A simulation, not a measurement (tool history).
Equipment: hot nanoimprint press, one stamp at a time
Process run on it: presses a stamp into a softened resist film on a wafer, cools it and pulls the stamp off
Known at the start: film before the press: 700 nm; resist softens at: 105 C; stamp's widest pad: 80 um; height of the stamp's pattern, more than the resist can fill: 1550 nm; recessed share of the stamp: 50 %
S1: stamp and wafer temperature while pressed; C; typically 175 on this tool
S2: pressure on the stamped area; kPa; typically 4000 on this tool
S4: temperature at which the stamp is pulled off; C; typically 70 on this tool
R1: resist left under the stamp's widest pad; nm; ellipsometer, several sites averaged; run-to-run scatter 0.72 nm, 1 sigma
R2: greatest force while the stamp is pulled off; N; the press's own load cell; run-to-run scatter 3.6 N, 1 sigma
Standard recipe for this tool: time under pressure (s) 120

Run 1, hour 0.0: usual settings. Result: R1 334.3 nm, R2 169 N.
Run 2, hour 8.8: usual settings. Result: R1 334.3 nm, R2 180 N.
Run 3, hour 16.5: usual settings. Result: R1 334.0 nm, R2 179 N.
Run 4, hour 27.5: usual settings. Result: R1 333.4 nm, R2 174 N.
Run 5, hour 33.3: usual settings but time under pressure (s) 225. Result: R1 258.9 nm, R2 173 N.
Run 6, hour 40.6: usual settings but time under pressure (s) 225. Result: R1 258.8 nm, R2 180 N.
Run 7, hour 51.8: usual settings but time under pressure (s) 225. Result: R1 257.6 nm, R2 184 N.
Run 8, hour 58.6: usual settings but time under pressure (s) 225. Result: R1 258.1 nm, R2 172 N.
Run 9, hour 66.2: usual settings but S2 2870 kPa, time under pressure (s) 225. Result: R1 299.4 nm, R2 183 N.
Run 10, hour 71.6: usual settings but S4 68 C. Result: R1 330.6 nm, R2 183 N.
Run 11, hour 78.8: usual settings. Result: R1 331.2 nm, R2 178 N.
Run 12, hour 86.4: usual settings. Result: R1 329.0 nm, R2 178 N.
Run 13, hour 91.6: usual settings but S1 178 C. Result: R1 300.5 nm, R2 177 N.
Run 14, hour 99.2: usual settings but S1 178 C. Result: R1 299.9 nm, R2 174 N.
Run 15, hour 109.5: usual settings. Result: R1 328.3 nm, R2 174 N.
Run 16, hour 120.5: usual settings but S1 183 C, S2 4120 kPa, time under pressure (s) 92, S4 67 C. Result: R1 282.4 nm, R2 178 N.
Run 17, hour 128.3: usual settings but S1 184 C, S2 3600 kPa, S4 64 C. Result: R1 261.4 nm, R2 183 N.
Run 18, hour 137.6: usual settings but S1 170 C, S2 5100 kPa, S4 77 C. Result: R1 346.7 nm, R2 165 N.
Run 19, hour 145.7: usual settings but S1 170 C, S2 5100 kPa, S4 77 C. Result: R1 345.4 nm, R2 163 N.
Run 20, hour 152.3: usual settings but S1 170 C, S2 5100 kPa, S4 77 C. Result: R1 344.5 nm, R2 159 N.
At hour 154.4: gauge calibrated.
Run 21, hour 159.2: usual settings but time under pressure (s) 166, S4 77 C. Result: R1 295.2 nm, R2 159 N.
Run 22, hour 167.4: usual settings but S2 2440 kPa, time under pressure (s) 95, S4 68 C. Result: R1 434.6 nm, R2 181 N.
Run 23, hour 178.1: usual settings but S2 2440 kPa, time under pressure (s) 95, S4 68 C. Result: R1 433.4 nm, R2 181 N.
Run 24, hour 185.3: usual settings but S1 166 C, S2 3660 kPa, time under pressure (s) 74, S4 77 C. Result: R1 505.9 nm, R2 164 N.
Run 25, hour 195.4: usual settings but S1 166 C, S2 2700 kPa, time under pressure (s) 72, S4 67 C. Result: R1 545.3 nm, R2 189 N.
Run 26, hour 204.5: usual settings but time under pressure (s) 124. Result: R1 328.2 nm, R2 174 N.
Run 27, hour 211.9: usual settings but time under pressure (s) 124. Result: R1 327.4 nm, R2 174 N.
Run 28, hour 220.0: usual settings but time under pressure (s) 124. Result: R1 327.7 nm, R2 173 N.
Run 29, hour 225.7: usual settings but time under pressure (s) 140, S4 63 C. Result: R1 311.2 nm, R2 192 N.

Hidden state or all else? Some run-to-run changes of R1, split into what the settings, what came in and random variation would give without the hidden state, and what is left for the hidden state (with any gauge scatter that isn't in both results):
Hidden conditions of the tool in this case: true temperature over the reading, C; pressure that arrives at the usual setting, %; grip of the stamp's worn release coat, % over a new coat's; drift of the gauge itself on residual_nm, %; drift of the gauge itself on pull_off_n, %.
Run 17 -> 18: S1 184 -> 170, S2 3600 -> 5100, S4 64 -> 77. R1 +85.3 nm: hidden state -2.7, all else +88.0.
Run 20 -> 21: S1 170 -> 175, S2 5100 -> 4000, time under pressure (s) 120 -> 166, gauge calibrated. R1 -49.3 nm: hidden state +9.6, all else -58.9.
Run 21 -> 22: S2 4000 -> 2440, time under pressure (s) 166 -> 95, S4 77 -> 68. R1 +139.4 nm: hidden state -0.8, all else +140.2.
Run 25 -> 26: S1 166 -> 175, S2 2700 -> 4000, time under pressure (s) 72 -> 124, S4 67 -> 70. R1 -217.1 nm: hidden state +1.1, all else -218.2.

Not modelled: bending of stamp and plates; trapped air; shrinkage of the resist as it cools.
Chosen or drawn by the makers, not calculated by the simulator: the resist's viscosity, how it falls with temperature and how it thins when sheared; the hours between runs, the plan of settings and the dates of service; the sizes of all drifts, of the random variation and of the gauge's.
